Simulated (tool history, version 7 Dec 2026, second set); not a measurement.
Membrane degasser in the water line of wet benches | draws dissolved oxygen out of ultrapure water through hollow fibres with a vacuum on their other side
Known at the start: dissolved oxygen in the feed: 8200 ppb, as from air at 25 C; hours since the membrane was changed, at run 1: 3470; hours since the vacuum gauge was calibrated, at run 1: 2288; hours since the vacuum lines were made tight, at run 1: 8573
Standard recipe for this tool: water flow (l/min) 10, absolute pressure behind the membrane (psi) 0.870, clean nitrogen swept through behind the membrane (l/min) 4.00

run	day	water flow (l/min)	absolute pressure behind the membrane (psi)	clean nitrogen swept through behind the membrane (l/min)	hours since the membrane was changed	hours since the vacuum gauge was calibrated	hours since the vacuum lines were made tight	dissolved oxygen in the water behind the degasser (ppb)	pressure that the water loses in the fibres (psi)
1	0.000	10	0.870	4.00	3470	2288	8573	215.1	9.777
2	3.546	10	0.870	4.00	3555	2373	8658	214.4	9.729
3	6.071	10	0.870	4.00	3616	2433	8719	215.1	9.805
4	7.996	10	0.870	4.00	3662	2480	8765	216.3	9.786
5	11.750	10	0.569	4.00	3752	2570	8855	203.6	9.726
6	13.858	10	1.543	4.00	3803	2620	8906	242.1	9.738
# day 16.525: seals of the vacuum lines changed
7	17.004	10	1.543	4.00	3876	2694	12	241.5	9.736
8	19.225	10	0.870	1.83	3929	2747	65	234.6	9.703
9	21.892	10	0.870	4.00	3993	2811	129	215.0	9.742
10	24.754	10	0.870	4.17	4062	2880	198	214.4	9.760
11	28.517	10	0.870	4.17	4152	2970	288	216.6	9.710
12	31.438	10	0.870	2.40	4222	3040	358	223.2	9.793
13	34.883	10	0.870	2.40	4305	3123	441	227.4	9.707
14	36.958	10	1.746	4.00	4355	3173	490	245.4	9.660
15	40.404	10	0.555	4.00	4438	3255	573	202.3	9.686
16	44.100	10	0.870	4.00	4526	3344	662	215.6	9.671
17	46.292	10	0.870	4.00	4579	3397	714	216.4	9.639
18	49.817	11	1.932	6.29	4664	3481	799	280.6	10.602
19	51.821	11	1.932	6.29	4712	3529	847	280.2	10.553
20	54.208	9	0.848	6.29	4769	3587	904	169.9	8.665
21	57.500	8	2.123	5.11	4848	3666	983	167.0	7.723
22	60.292	8	2.123	5.11	4915	3733	1050	164.9	7.720
23	63.567	8	2.123	5.11	4994	3811	1129	166.1	7.699
24	65.650	8	0.560	5.11	5044	3861	1179	126.0	7.693
25	68.817	8	0.560	5.11	5120	3937	1255	124.1	7.675
26	71.154	8	0.560	5.11	5176	3993	1311	125.5	7.680
27	73.917	7	0.901	5.11	5242	4060	1377	99.0	6.680
28	75.571	10	0.831	4.00	5282	4099	1417	217.4	9.655
29	78.538	10	2.061	8.54	5353	4171	1488	229.2	9.626
30	81.808	10	2.061	8.54	5431	4249	1567	229.4	9.574
31	84.421	11	1.492	8.54	5494	4312	1630	263.5	10.469
32	86.662	11	0.956	3.16	5548	4366	1683	268.3	10.596
33	88.900	11	0.870	2.83	5602	4419	1737	268.4	10.514

Measured less the same run without the tool's hidden state. The same run-to-run variation is in both; the gauge's scatter may not be:
Unlogged tool condition in this case: membrane still open, %; true pressure behind the membrane over the reading, kPa; air that leaks in behind the membrane, l/min; drift of the gauge itself on oxygen_ppb, %; drift of the gauge itself on loss_of_pressure_kpa, %.
run	pressure that the water loses in the fibres (psi)
1	+0.001
2	-0.007
3	-0.015
4	-0.019
5	-0.028
6	-0.032
7	-0.041
8	-0.046
9	-0.052
10	-0.061
11	-0.070
12	-0.077
13	-0.086
14	-0.091
15	-0.099
16	-0.109
17	-0.113
18	-0.135
19	-0.141
20	-0.122
21	-0.115
22	-0.120
23	-0.126
24	-0.131
25	-0.136
26	-0.142
27	-0.128
28	-0.189
29	-0.196
30	-0.203
31	-0.229
32	-0.238
33	-0.244
dissolved oxygen in the water behind the degasser (ppb): at most 0.3 away from the measurement, every run.
